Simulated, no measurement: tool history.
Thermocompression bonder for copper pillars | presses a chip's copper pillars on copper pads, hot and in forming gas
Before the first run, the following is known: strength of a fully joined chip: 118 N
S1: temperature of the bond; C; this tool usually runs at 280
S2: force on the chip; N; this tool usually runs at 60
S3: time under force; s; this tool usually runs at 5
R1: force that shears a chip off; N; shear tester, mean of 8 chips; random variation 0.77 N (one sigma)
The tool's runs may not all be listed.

{"run": 1, "day": 0.0, "S1": 280, "S2": 60, "S3": 5, "R1": 72.1}
{"run": 2, "day": 2.554, "S1": 280, "S2": 60, "S3": 5, "R1": 70.3}
{"run": 3, "day": 4.471, "S1": 280, "S2": 60, "S3": 12, "R1": 88.1}
{"run": 4, "day": 5.792, "S1": 280, "S2": 60, "S3": 12, "R1": 86}
{"day": 6.358, "done": "forming gas filter changed"}
{"run": 5, "day": 7.125, "S1": 280, "S2": 60, "S3": 12, "R1": 92.9}
{"run": 6, "day": 8.804, "S1": 280, "S2": 60, "S3": 5, "R1": 71.3}
{"run": 7, "day": 10.425, "S1": 280, "S2": 45, "S3": 5, "R1": 55.6}
{"run": 8, "day": 12.6, "S1": 280, "S2": 45, "S3": 5, "R1": 55.1}
{"day": 13.825, "done": "forming gas filter changed"}
{"run": 9, "day": 13.9, "S1": 280, "S2": 45, "S3": 5, "R1": 57.8}
{"run": 10, "day": 14.979, "S1": 280, "S2": 45, "S3": 5, "R1": 57}
{"run": 11, "day": 17.221, "S1": 277, "S2": 45, "S3": 5, "R1": 54.4}
{"run": 12, "day": 18.333, "S1": 277, "S2": 45, "S3": 5, "R1": 53.6}
{"run": 13, "day": 19.992, "S1": 277, "S2": 45, "S3": 5, "R1": 52.5}
{"day": 21.333, "done": "forming gas filter changed"}
{"run": 14, "day": 21.95, "S1": 280, "S2": 60, "S3": 5, "R1": 73.4}
{"day": 22.333, "done": "heater calibrated with a thermocouple chip"}
{"run": 15, "day": 23.292, "S1": 254, "S2": 60, "S3": 5, "R1": 46}
{"run": 16, "day": 25.617, "S1": 296, "S2": 49, "S3": 6, "R1": 73.2}
{"run": 17, "day": 26.758, "S1": 296, "S2": 49, "S3": 6, "R1": 72.6}
{"run": 18, "day": 28.733, "S1": 279, "S2": 51, "S3": 6, "R1": 61.1}
{"day": 28.971, "done": "forming gas filter changed"}
{"run": 19, "day": 30.104, "S1": 280, "S2": 60, "S3": 5, "R1": 68}
{"run": 20, "day": 32.675, "S1": 277, "S2": 60, "S3": 8, "R1": 74.4}
{"run": 21, "day": 34.333, "S1": 301, "S2": 63, "S3": 5, "R1": 86.8}
{"run": 22, "day": 36.308, "S1": 280, "S2": 36, "S3": 12, "R1": 58.4}
{"day": 36.45, "done": "forming gas filter changed"}
{"run": 23, "day": 37.892, "S1": 280, "S2": 36, "S3": 12, "R1": 60.2}
{"run": 24, "day": 40.442, "S1": 275, "S2": 60, "S3": 8, "R1": 73}
{"run": 25, "day": 43.008, "S1": 260, "S2": 69, "S3": 8, "R1": 67.5}

What does the tool deliver on the next run?
{"day": 43.95, "done": "forming gas filter changed"}
{"run": 26, "day": 44.796, "S1": 285, "S2": 60, "S3": 11, "R1": "?"}

{"run 26": {"R1": 93.5}}
Without the tool's hidden state the same run would have given R1 94.5 N.
